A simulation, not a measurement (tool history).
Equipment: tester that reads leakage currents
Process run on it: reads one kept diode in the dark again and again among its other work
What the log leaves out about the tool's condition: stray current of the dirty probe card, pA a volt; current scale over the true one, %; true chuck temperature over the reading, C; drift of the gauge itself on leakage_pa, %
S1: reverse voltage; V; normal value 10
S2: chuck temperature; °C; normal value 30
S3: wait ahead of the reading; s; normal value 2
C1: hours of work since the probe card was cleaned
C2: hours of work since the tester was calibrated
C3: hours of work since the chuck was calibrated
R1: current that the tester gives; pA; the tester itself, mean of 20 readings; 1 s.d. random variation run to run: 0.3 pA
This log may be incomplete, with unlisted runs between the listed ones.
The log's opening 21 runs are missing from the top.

run     day    S1  S2    S3    C1   C2   C3       R1
 22  27.454    10  30  5.05  1687   56  584   110.17
 23    28.2    10  35  2.49  1695   64  592   170.09
 24  29.129    10  35  2.49  1705   74  602   170.29
 25  30.633    10  35  2.49  1721   90  618    170.2
 26  31.971    10  30  0.94  1735  105  632   112.56
 27  33.083    10  30  0.94  1747  117  644   112.84
 28  33.829   2.1  42  7.35  1755  125  652   141.79
 29    34.8  15.6  55  7.35  1766  135  662  1073.46
 30  35.525  13.1  55  2.06  1774  143  670   985.74

Here are 3 independent what-if runs from the current tool condition. What would each one return?
  A  36.967   10  30  0.46  1789  158  686   ?
  B  36.967  8.4  30  1.23  1789  158  686   ?
  C  36.967   10  28     2  1789  158  686   ?

run      R1
  A  116.07
  B  102.79
  C   94.45
Stripped of hidden state, with their random variation kept, the same runs would have yielded:
run      R1
  A  103.72
  B   91.66
  C   83.62
